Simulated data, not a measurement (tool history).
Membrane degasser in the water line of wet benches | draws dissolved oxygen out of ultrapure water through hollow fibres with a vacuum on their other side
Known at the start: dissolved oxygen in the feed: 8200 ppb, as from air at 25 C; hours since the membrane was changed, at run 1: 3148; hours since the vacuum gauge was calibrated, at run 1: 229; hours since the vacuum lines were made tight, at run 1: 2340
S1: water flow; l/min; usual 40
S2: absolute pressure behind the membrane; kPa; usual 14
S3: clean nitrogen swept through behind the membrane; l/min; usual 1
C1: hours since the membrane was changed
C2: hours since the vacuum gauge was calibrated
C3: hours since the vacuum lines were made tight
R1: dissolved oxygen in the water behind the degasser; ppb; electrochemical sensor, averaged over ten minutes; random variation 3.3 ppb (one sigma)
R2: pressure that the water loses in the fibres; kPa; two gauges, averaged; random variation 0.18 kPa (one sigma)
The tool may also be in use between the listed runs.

run	hour	S1	S2	S3	C1	C2	C3	R1	R2
1	0	40	14	1	3148	229	2340	908.5	31.08
2	55.2	40	14	1	3204	284	2396	912.8	31.3
3	119.7	40	14	1	3268	349	2460	904.1	31.23
4	216.9	40	14	1	3365	446	2557	907.2	30.98
5	289.4	40	14	1	3438	519	2630	909	31.32
6	342.5	40	14	1	3491	572	2683	912.4	31.08
7	394.3	40	27.5	1	3543	624	2735	1720.3	31.08
8	445.3	40	14	0.6	3594	675	2786	1255.8	31.21
9	502.6	40	25	0.6	3651	732	2843	2165.2	31.13
10	576.1	40	25	0.6	3725	805	2916	2141.6	31.16
11	662.7	40	25	0.6	3811	892	3003	2159	31.27
12	729.7	40	25	0.6	3878	959	3070	2156.5	30.85
13	812.7	40	25	0.6	3961	1042	3153	2154.5	30.91
14	872.1	40	25	0.6	4021	1101	3212	2165.1	30.9
15	971.9	40	14	0.44	4120	1201	3312	1485.1	31.2
16	1074.5	40	14	1	4223	1304	3415	914.7	31.14
17	1139.8	40	14	1	4288	1369	3480	913	31.33
18	1202	40	14	1	4350	1431	3542	916.7	31.31
19	1244	40	11.1	1.44	4392	1473	3584	572.6	31.3
# hour 1251.5: vacuum gauge calibrated
20	1293.1	52	9.1	0.42	4441	42	3633	1177.9	40.26
21	1384.1	60	9.1	1.32	4532	133	3724	813.5	46.58
22	1486.5	60	9.1	1.32	4634	235	3826	819.3	46.72
# hour 1542.6: vacuum gauge calibrated, once more
23	1574.8	40	8.7	2.56	4722	32	3914	323	31.2
24	1665.4	40	8.7	2.56	4813	123	4005	319.8	31.35
25	1725.3	40	8.7	2.56	4873	183	4065	323.2	31.18
26	1770.3	40	8.7	2.56	4918	228	4110	323.8	30.76
27	1813	40	8.7	2.56	4960	270	4152	321.3	31.28
28	1859	49	23.2	0.56	5006	316	4198	2406.6	38.48
29	1925.7	49	23.2	0.56	5073	383	4265	2404.1	38.22
30	1967.9	49	23.2	0.56	5115	425	4307	2401.3	38.02
31	2034.1	40	20.2	2.23	5182	491	4373	760	31.44
32	2112.9	40	20.2	2.23	5260	570	4452	759.1	31.07
33	2180.5	40	12.1	1	5328	638	4520	780.9	30.97

3 ways to go on from here, each from the tool as it stands after run 33. What would each give?
A	2238.7	56	16.8	2.51	5386	696	4578	?	?
B	2238.7	40	14	1.36	5386	696	4578	?	?
C	2238.7	62	12.1	1	5386	696	4578	?	?

run	R1	R2
A	889.6	43.51
B	752.8	31.09
C	1217.2	48.03
Without the tool's hidden state the same runs would have given:
run	R1	R2
A	873.4	42.8
B	742.4	30.59
C	1199.4	47.25
